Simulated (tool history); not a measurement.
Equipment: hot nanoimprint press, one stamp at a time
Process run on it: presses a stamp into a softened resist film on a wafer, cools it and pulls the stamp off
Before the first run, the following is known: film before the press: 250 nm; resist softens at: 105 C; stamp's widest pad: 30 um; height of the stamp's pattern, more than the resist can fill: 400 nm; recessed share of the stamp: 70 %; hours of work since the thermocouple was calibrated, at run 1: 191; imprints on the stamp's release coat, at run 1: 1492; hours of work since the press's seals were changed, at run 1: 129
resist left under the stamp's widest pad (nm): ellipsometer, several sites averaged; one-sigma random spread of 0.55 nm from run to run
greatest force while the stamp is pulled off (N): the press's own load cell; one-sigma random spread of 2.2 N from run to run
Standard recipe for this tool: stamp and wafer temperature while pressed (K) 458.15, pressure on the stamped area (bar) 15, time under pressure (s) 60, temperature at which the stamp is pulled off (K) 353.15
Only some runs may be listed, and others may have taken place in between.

| run | hour | stamp and wafer temperature while pressed (K) | pressure on the stamped area (bar) | time under pressure (s) | temperature at which the stamp is pulled off (K) | hours of work since the thermocouple was calibrated | imprints on the stamp's release coat | hours of work since the press's seals were changed | resist left under the stamp's widest pad (nm) | greatest force while the stamp is pulled off (N) |
|---|---|---|---|---|---|---|---|---|---|---|
| 1 | 0 | 458.15 | 15 | 60 | 353.15 | 191 | 1492 | 129 | 89.4 | 125 |
|  | 11.3 | stamp cleaned and given a new release coat |
| 2 | 17.4 | 458.15 | 12.4 | 60 | 353.15 | 196 | 20 | 134 | 98 | 96 |
| 3 | 23.8 | 458.15 | 12.4 | 60 | 353.15 | 199 | 41 | 137 | 96.8 | 99 |
| 4 | 30.6 | 458.15 | 12.4 | 60 | 353.15 | 202 | 63 | 140 | 98.4 | 96 |
| 5 | 38.9 | 458.15 | 12.4 | 36 | 353.15 | 206 | 91 | 144 | 116.8 | 96 |
| 6 | 50.7 | 458.15 | 12.4 | 36 | 353.15 | 212 | 129 | 150 | 115.7 | 98 |
| 7 | 56.3 | 458.15 | 12.4 | 36 | 353.15 | 214 | 147 | 152 | 117.6 | 100 |
| 8 | 66.2 | 458.15 | 15 | 60 | 353.15 | 219 | 180 | 157 | 88.6 | 96 |
| 9 | 74.7 | 458.15 | 15 | 60 | 353.15 | 223 | 208 | 161 | 88.7 | 99 |
| 10 | 80 | 458.15 | 15 | 60 | 353.15 | 226 | 226 | 163 | 88.5 | 101 |
| 11 | 88.8 | 458.15 | 15 | 60 | 353.15 | 230 | 254 | 168 | 87.5 | 97 |
| 12 | 94.9 | 458.15 | 15 | 60 | 353.15 | 233 | 274 | 170 | 88.8 | 99 |
| 13 | 103.9 | 458.15 | 15 | 48 | 353.15 | 237 | 304 | 175 | 95.1 | 95 |
| 14 | 109.9 | 458.15 | 15 | 60 | 353.15 | 240 | 324 | 177 | 87.9 | 99 |
| 15 | 118.8 | 458.15 | 15 | 77 | 353.15 | 244 | 353 | 182 | 80.2 | 101 |
| 16 | 126.8 | 458.15 | 19.5 | 80 | 353.15 | 248 | 379 | 185 | 68.5 | 104 |
| 17 | 138.9 | 465.15 | 17.5 | 60 | 346.15 | 253 | 419 | 191 | 68.4 | 115 |
| 18 | 147.7 | 465.15 | 17.5 | 60 | 346.15 | 257 | 448 | 195 | 68.7 | 111 |
| 19 | 159.8 | 454.15 | 15 | 60 | 348.15 | 263 | 488 | 201 | 97 | 110 |
| 20 | 169.6 | 454.15 | 15 | 60 | 349.15 | 268 | 520 | 206 | 96.8 | 114 |
| 21 | 179.2 | 454.15 | 9.5 | 60 | 343.15 | 272 | 551 | 210 | 124.5 | 121 |
| 22 | 185.2 | 458.15 | 15 | 60 | 339.15 | 275 | 571 | 213 | 88 | 127 |
| 23 | 191.5 | 468.15 | 22.1 | 100 | 353.15 | 278 | 592 | 216 | 45.9 | 105 |
| 24 | 197.4 | 468.15 | 22.1 | 100 | 353.15 | 281 | 611 | 219 | 46.4 | 108 |
| 25 | 202.9 | 468.15 | 22.1 | 116 | 360.15 | 283 | 629 | 221 | 43.5 | 96 |
| 26 | 213.3 | 453.15 | 21.4 | 39 | 353.15 | 288 | 663 | 226 | 94.9 | 106 |
| 27 | 223.7 | 458.15 | 13.7 | 60 | 349.15 | 293 | 697 | 231 | 91.9 | 114 |
| 28 | 235.1 | 458.15 | 13.7 | 60 | 349.15 | 299 | 735 | 236 | 92.2 | 115 |
| 29 | 241.5 | 458.15 | 13.7 | 60 | 349.15 | 302 | 756 | 239 | 92.3 | 116 |
| 30 | 250 | 458.15 | 15 | 60 | 342.15 | 306 | 784 | 243 | 87.3 | 126 |

What differs in the tool's unlogged condition from the final listed run ahead of each entry between runs to the first listed run following it?
Between runs 1 and 2: stamp cleaned and given a new release coat (hour 11.3)
  true temperature over the reading, C: 0.87 -> 0.89; pressure that arrives at the usual setting, %: 99.22 -> 99.19; grip of the stamp's worn release coat, % over a new coat's: 34.2 -> 0.4
  what was measured, less what the result would be without the hidden state, resist left under the stamp's widest pad (nm): -1.5 -> -1.8; greatest force while the stamp is pulled off (N): +31 -> -1

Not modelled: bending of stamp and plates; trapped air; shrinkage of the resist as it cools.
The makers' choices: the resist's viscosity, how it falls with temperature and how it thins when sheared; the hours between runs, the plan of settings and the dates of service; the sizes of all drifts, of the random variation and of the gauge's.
